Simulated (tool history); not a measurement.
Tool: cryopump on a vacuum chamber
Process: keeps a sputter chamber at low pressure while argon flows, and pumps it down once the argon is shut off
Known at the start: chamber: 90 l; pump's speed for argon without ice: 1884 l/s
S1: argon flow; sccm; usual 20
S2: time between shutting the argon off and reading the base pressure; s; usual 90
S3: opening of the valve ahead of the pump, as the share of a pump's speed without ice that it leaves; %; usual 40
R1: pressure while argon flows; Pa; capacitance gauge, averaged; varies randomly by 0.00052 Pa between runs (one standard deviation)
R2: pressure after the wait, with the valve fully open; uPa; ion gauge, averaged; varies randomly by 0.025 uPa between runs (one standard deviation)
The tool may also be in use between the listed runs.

| run | hour | S1 | S2 | S3 | R1 | R2 |
|---|---|---|---|---|---|---|
| 1 | 0.0 | 20 | 90 | 40 | 0.0461 | 1.25 |
| 2 | 31.3 | 20 | 90 | 40 | 0.0469 | 1.18 |
| 3 | 79.7 | 20 | 90 | 22 | 0.0825 | 1.19 |
| 4 | 131.6 | 20 | 90 | 22 | 0.0834 | 1.21 |
| 5 | 178.5 | 20 | 90 | 22 | 0.0835 | 1.23 |
| 6 | 246.6 | 20 | 90 | 22 | 0.0833 | 1.27 |
| 7 | 288.3 | 20 | 90 | 22 | 0.0836 | 1.22 |
| 8 | 325.1 | 20 | 90 | 22 | 0.0831 | 1.21 |
| 9 | 378.6 | 29 | 90 | 22 | 0.1217 | 1.28 |
| 10 | 434.9 | 29 | 90 | 22 | 0.1217 | 1.26 |
| 11 | 476.4 | 29 | 90 | 22 | 0.1216 | 1.30 |
| 12 | 505.7 | 20 | 90 | 23 | 0.0795 | 1.24 |
| 13 | 542.5 | 20 | 90 | 23 | 0.0796 | 1.28 |
| 14 | 590.4 | 20 | 90 | 19 | 0.0977 | 1.30 |
| 15 | 638.2 | 20 | 90 | 22 | 0.0840 | 1.31 |
| 16 | 678.7 | 17 | 90 | 22 | 0.0726 | 1.32 |
| 17 | 726.3 | 17 | 90 | 22 | 0.0720 | 1.30 |
| 18 | 759.1 | 17 | 90 | 22 | 0.0723 | 1.32 |
| 19 | 807.1 | 12 | 195 | 36 | 0.0308 | 0.86 |
| 20 | 837.5 | 12 | 27 | 28 | 0.0400 | 3.23 |
| 21 | 869.8 | 15 | 177 | 22 | 0.0637 | 0.91 |
| 22 | 930.1 | 15 | 177 | 22 | 0.0631 | 0.95 |
| 23 | 959.3 | 13 | 38 | 29 | 0.0421 | 2.47 |
| 24 | 994.0 | 13 | 38 | 29 | 0.0425 | 2.43 |
| 25 | 1026.6 | 9 | 24 | 23 | 0.0363 | 3.58 |
| 26 | 1064.0 | 9 | 24 | 23 | 0.0370 | 3.54 |
| 27 | 1104.5 | 29 | 24 | 34 | 0.0817 | 3.58 |
| 28 | 1142.4 | 29 | 24 | 34 | 0.0814 | 3.57 |
| 29 | 1182.2 | 29 | 24 | 34 | 0.0827 | 3.55 |
| 30 | 1228.3 | 29 | 24 | 34 | 0.0816 | 3.52 |
|  | 1239.7 | pump warmed up, emptied and cooled again |
| 31 | 1297.1 | 20 | 63 | 15 | 0.1200 | 1.57 |
| 32 | 1366.0 | 19 | 90 | 40 | 0.0438 | 1.36 |
| 33 | 1397.9 | 19 | 90 | 40 | 0.0429 | 1.31 |
| 34 | 1463.4 | 19 | 90 | 40 | 0.0429 | 1.34 |

Each row is a separate what-if for the run after 34, all from the same tool condition, not one after another. Results?
| A | 1518.7 | 23 | 90 | 21 | ? | ? |
| B | 1518.7 | 10 | 29 | 57 | ? | ? |
| C | 1518.7 | 20 | 90 | 52 | ? | ? |

| run | R1 | R2 |
|---|---|---|
| A | 0.0991 | 1.33 |
| B | 0.0160 | 3.02 |
| C | 0.0348 | 1.39 |
Had the tool no hidden state, the same runs would have come out as:
| run | R1 | R2 |
|---|---|---|
| A | 0.0983 | 0.93 |
| B | 0.0156 | 2.62 |
| C | 0.0341 | 0.99 |
